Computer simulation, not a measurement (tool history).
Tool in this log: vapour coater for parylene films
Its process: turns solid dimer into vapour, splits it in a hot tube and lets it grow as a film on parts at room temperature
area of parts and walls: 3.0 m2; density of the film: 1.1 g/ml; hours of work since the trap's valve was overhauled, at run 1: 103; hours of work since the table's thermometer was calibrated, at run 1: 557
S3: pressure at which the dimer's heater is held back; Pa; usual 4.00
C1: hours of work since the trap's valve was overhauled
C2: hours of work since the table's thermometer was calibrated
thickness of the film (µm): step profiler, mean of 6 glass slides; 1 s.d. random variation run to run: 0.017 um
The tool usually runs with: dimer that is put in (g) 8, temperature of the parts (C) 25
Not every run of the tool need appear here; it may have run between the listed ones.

run 1 day=0.000 | dimer_that_is_put_in_(g)=8 temperature_of_the_parts_(C)=25 S3=4.00 | C1=103 C2=557 | thickness_of_the_film_(µm)=1.16
run 2 day=0.692 | dimer_that_is_put_in_(g)=8 temperature_of_the_parts_(C)=25 S3=4.00 | C1=116 C2=570 | thickness_of_the_film_(µm)=1.22
run 3 day=1.454 | dimer_that_is_put_in_(g)=8 temperature_of_the_parts_(C)=25 S3=4.00 | C1=132 C2=586 | thickness_of_the_film_(µm)=1.17
run 4 day=1.938 | dimer_that_is_put_in_(g)=11 temperature_of_the_parts_(C)=25 S3=4.00 | C1=141 C2=595 | thickness_of_the_film_(µm)=1.61
run 5 day=2.738 | dimer_that_is_put_in_(g)=11 temperature_of_the_parts_(C)=25 S3=4.00 | C1=157 C2=611 | thickness_of_the_film_(µm)=1.64
run 6 day=3.562 | dimer_that_is_put_in_(g)=8 temperature_of_the_parts_(C)=22 S3=4.00 | C1=174 C2=628 | thickness_of_the_film_(µm)=1.34
run 7 day=4.133 | dimer_that_is_put_in_(g)=8 temperature_of_the_parts_(C)=25 S3=4.00 | C1=185 C2=639 | thickness_of_the_film_(µm)=1.19
run 8 day=4.725 | dimer_that_is_put_in_(g)=8 temperature_of_the_parts_(C)=25 S3=10.40 | C1=197 C2=651 | thickness_of_the_film_(µm)=0.91
run 9 day=5.388 | dimer_that_is_put_in_(g)=8 temperature_of_the_parts_(C)=22 S3=10.40 | C1=210 C2=664 | thickness_of_the_film_(µm)=1.06
run 10 day=6.079 | dimer_that_is_put_in_(g)=8 temperature_of_the_parts_(C)=25 S3=4.00 | C1=224 C2=678 | thickness_of_the_film_(µm)=1.17
run 11 day=6.771 | dimer_that_is_put_in_(g)=8 temperature_of_the_parts_(C)=25 S3=4.00 | C1=238 C2=692 | thickness_of_the_film_(µm)=1.18
run 12 day=7.138 | dimer_that_is_put_in_(g)=8 temperature_of_the_parts_(C)=25 S3=4.00 | C1=245 C2=699 | thickness_of_the_film_(µm)=1.17
run 13 day=7.600 | dimer_that_is_put_in_(g)=8 temperature_of_the_parts_(C)=25 S3=4.00 | C1=254 C2=708 | thickness_of_the_film_(µm)=1.20
run 14 day=8.254 | dimer_that_is_put_in_(g)=8 temperature_of_the_parts_(C)=22 S3=4.00 | C1=267 C2=721 | thickness_of_the_film_(µm)=1.31
run 15 day=8.688 | dimer_that_is_put_in_(g)=8 temperature_of_the_parts_(C)=29 S3=4.00 | C1=276 C2=730 | thickness_of_the_film_(µm)=1.00
run 16 day=9.058 | dimer_that_is_put_in_(g)=4 temperature_of_the_parts_(C)=32 S3=2.63 | C1=283 C2=738 | thickness_of_the_film_(µm)=0.51
run 17 day=9.721 | dimer_that_is_put_in_(g)=4 temperature_of_the_parts_(C)=25 S3=4.86 | C1=297 C2=751 | thickness_of_the_film_(µm)=0.54
run 18 day=10.492 | dimer_that_is_put_in_(g)=3 temperature_of_the_parts_(C)=37 S3=3.70 | C1=312 C2=766 | thickness_of_the_film_(µm)=0.29
run 19 day=10.867 | dimer_that_is_put_in_(g)=8 temperature_of_the_parts_(C)=20 S3=7.76 | C1=320 C2=774 | thickness_of_the_film_(µm)=1.24
-- day=11.717 trap's valve overhauled
run 20 day=11.717 | dimer_that_is_put_in_(g)=8 temperature_of_the_parts_(C)=20 S3=7.76 | C1=0 C2=787 | thickness_of_the_film_(µm)=1.21
run 21 day=12.112 | dimer_that_is_put_in_(g)=5 temperature_of_the_parts_(C)=18 S3=6.29 | C1=8 C2=795 | thickness_of_the_film_(µm)=0.89
run 22 day=12.758 | dimer_that_is_put_in_(g)=13 temperature_of_the_parts_(C)=31 S3=10.67 | C1=21 C2=808 | thickness_of_the_film_(µm)=1.19
run 23 day=13.571 | dimer_that_is_put_in_(g)=13 temperature_of_the_parts_(C)=31 S3=10.67 | C1=37 C2=824 | thickness_of_the_film_(µm)=1.18
run 24 day=14.233 | dimer_that_is_put_in_(g)=13 temperature_of_the_parts_(C)=31 S3=10.67 | C1=50 C2=838 | thickness_of_the_film_(µm)=1.18
run 25 day=14.754 | dimer_that_is_put_in_(g)=13 temperature_of_the_parts_(C)=31 S3=2.34 | C1=61 C2=848 | thickness_of_the_film_(µm)=1.71
run 26 day=15.142 | dimer_that_is_put_in_(g)=12 temperature_of_the_parts_(C)=25 S3=8.57 | C1=68 C2=856 | thickness_of_the_film_(µm)=1.45
run 27 day=15.662 | dimer_that_is_put_in_(g)=5 temperature_of_the_parts_(C)=24 S3=3.37 | C1=79 C2=866 | thickness_of_the_film_(µm)=0.80
run 28 day=16.100 | dimer_that_is_put_in_(g)=11 temperature_of_the_parts_(C)=24 S3=8.99 | C1=88 C2=875 | thickness_of_the_film_(µm)=1.38

Predict each of these 4 candidate next runs independently; none follows another, all start after run 28:
run A day=16.808 | dimer_that_is_put_in_(g)=7 temperature_of_the_parts_(C)=18 S3=7.45 | C1=102 C2=889 | thickness_of_the_film_(µm)=?
run B day=16.808 | dimer_that_is_put_in_(g)=10 temperature_of_the_parts_(C)=33 S3=4.00 | C1=102 C2=889 | thickness_of_the_film_(µm)=?
run C day=16.808 | dimer_that_is_put_in_(g)=8 temperature_of_the_parts_(C)=25 S3=5.48 | C1=102 C2=889 | thickness_of_the_film_(µm)=?
run D day=16.808 | dimer_that_is_put_in_(g)=11 temperature_of_the_parts_(C)=23 S3=8.99 | C1=102 C2=889 | thickness_of_the_film_(µm)=?

run=A thickness_of_the_film_(µm)=1.19
run=B thickness_of_the_film_(µm)=1.07
run=C thickness_of_the_film_(µm)=1.09
run=D thickness_of_the_film_(µm)=1.44
Had the tool no hidden state, the same runs would have come out as:
run=A thickness_of_the_film_(µm)=1.19
run=B thickness_of_the_film_(µm)=1.07
run=C thickness_of_the_film_(µm)=1.09
run=D thickness_of_the_film_(µm)=1.45
